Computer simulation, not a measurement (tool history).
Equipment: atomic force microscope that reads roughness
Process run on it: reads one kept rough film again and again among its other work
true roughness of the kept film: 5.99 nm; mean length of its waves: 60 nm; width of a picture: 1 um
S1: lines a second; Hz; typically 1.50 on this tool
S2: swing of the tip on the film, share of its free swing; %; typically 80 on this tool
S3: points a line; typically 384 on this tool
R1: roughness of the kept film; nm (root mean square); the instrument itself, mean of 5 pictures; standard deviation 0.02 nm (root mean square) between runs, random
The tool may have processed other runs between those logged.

run	day	S1	S2	S3	R1
1	0.000	1.50	80	384	4.830
2	1.038	1.50	80	384	4.802
3	2.071	1.50	80	384	4.762
4	2.842	1.50	80	384	4.756
5	3.525	1.50	80	384	4.784
# day 4.217: new tip fitted
6	4.404	1.50	80	384	4.813
7	4.896	1.50	80	384	4.802
8	5.525	1.02	80	384	5.073
9	6.079	1.02	80	384	5.007
10	6.950	0.75	82	395	5.086
11	7.817	0.75	82	395	5.093
12	8.433	2.06	82	549	4.479
13	8.946	1.50	58	659	5.338
14	9.958	1.50	80	347	4.758

Predict the results of run 15:
15	10.654	2.11	70	802	?

{"run 15": {"R1": 4.916}}
Had the tool carried no hidden state, the very same run would have given R1 4.932 nm (root mean square).
